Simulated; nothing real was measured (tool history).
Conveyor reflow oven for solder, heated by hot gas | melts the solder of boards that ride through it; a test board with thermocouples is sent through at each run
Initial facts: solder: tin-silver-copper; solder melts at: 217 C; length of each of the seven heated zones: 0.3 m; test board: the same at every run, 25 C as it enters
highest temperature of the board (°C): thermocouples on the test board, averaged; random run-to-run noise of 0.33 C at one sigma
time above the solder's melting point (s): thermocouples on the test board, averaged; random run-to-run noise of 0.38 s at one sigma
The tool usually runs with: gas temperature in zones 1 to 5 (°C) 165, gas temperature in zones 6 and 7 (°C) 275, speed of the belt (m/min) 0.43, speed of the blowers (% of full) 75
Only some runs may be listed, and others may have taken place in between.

run,hour,gas temperature in zones 1 to 5 (°C),gas temperature in zones 6 and 7 (°C),speed of the belt (m/min),speed of the blowers (% of full),highest temperature of the board (°C),time above the solder's melting point (s)
1,0,165,275,0.43,75,265.8,70.4
2,5.8,174,275,0.43,75,266.8,74.2
3,15.1,174,275,0.43,75,267.5,73.8
4,21.6,174,275,0.43,71,266.4,74.4
5,28.3,174,275,0.43,71,266.8,74.2
6,36.4,165,275,0.43,75,266.4,71.5
7,42.6,165,275,0.43,75,265.8,70.3
8,52,165,275,0.43,75,266.3,71.1
9,60,165,275,0.43,75,266.5,71
10,68,165,275,0.43,75,266.3,71.3
11,74.3,165,275,0.35,75,270.7,91
12,83.6,165,275,0.43,59,264.2,70.2
13,90.3,165,275,0.43,59,264.8,69.7
14,99.2,165,275,0.43,59,264.2,70.1
# hour 104: belt drive overhauled, speed set with a stopwatch
15,110.4,165,275,0.43,75,266.8,72.1
16,117.3,165,275,0.43,75,266.6,71.2
# hour 124.1: belt drive overhauled, speed set with a stopwatch, once more
17,127.3,165,289,0.472,75,277.4,68.6
18,135.6,165,289,0.472,75,276.4,68.5
19,144.3,167,270,0.381,51,261.8,77.4
20,149,172,287,0.492,58,272.3,65.7
21,156.6,165,275,0.406,75,268.1,76.1
22,165,165,275,0.406,75,267.7,75.2
23,173.8,158,278,0.49,51,260,56.1
24,183,179,274,0.45,64,264.5,70.7
25,192.1,179,274,0.45,64,263.9,70.7
26,198.6,165,266,0.454,75,256.1,61.7
27,205.1,174,275,0.512,75,262.6,58.7
28,215,174,275,0.512,75,262.3,59.2
29,224.1,160,275,0.456,75,264.4,64.6

Hidden state or all else? Some run-to-run changes of highest temperature of the board (°C), split into what the settings, what came in and random variation would give without the hidden state, and what is left for the hidden state (with any gauge scatter that isn't in both results):
The hidden state here: heat that the gas passes to the board, % of a clean oven's; belt's true speed, % of the reading; true gas temperature in zones 6 and 7 over the reading, C; drift of the gauge itself on peak_c, C; drift of the gauge itself on liquid_s, %.
Run 16 -> 17: gas temperature in zones 6 and 7 (°C) 275 -> 289, speed of the belt (m/min) 0.43 -> 0.472, belt drive overhauled, speed set with a stopwatch, once more. highest temperature of the board (°C) +10.8: hidden state -0.4, all else +11.2.
Run 18 -> 19: gas temperature in zones 1 to 5 (°C) 165 -> 167, gas temperature in zones 6 and 7 (°C) 289 -> 270, speed of the belt (m/min) 0.472 -> 0.381, speed of the blowers (% of full) 75 -> 51. highest temperature of the board (°C) -14.6: hidden state +0.3, all else -14.9.
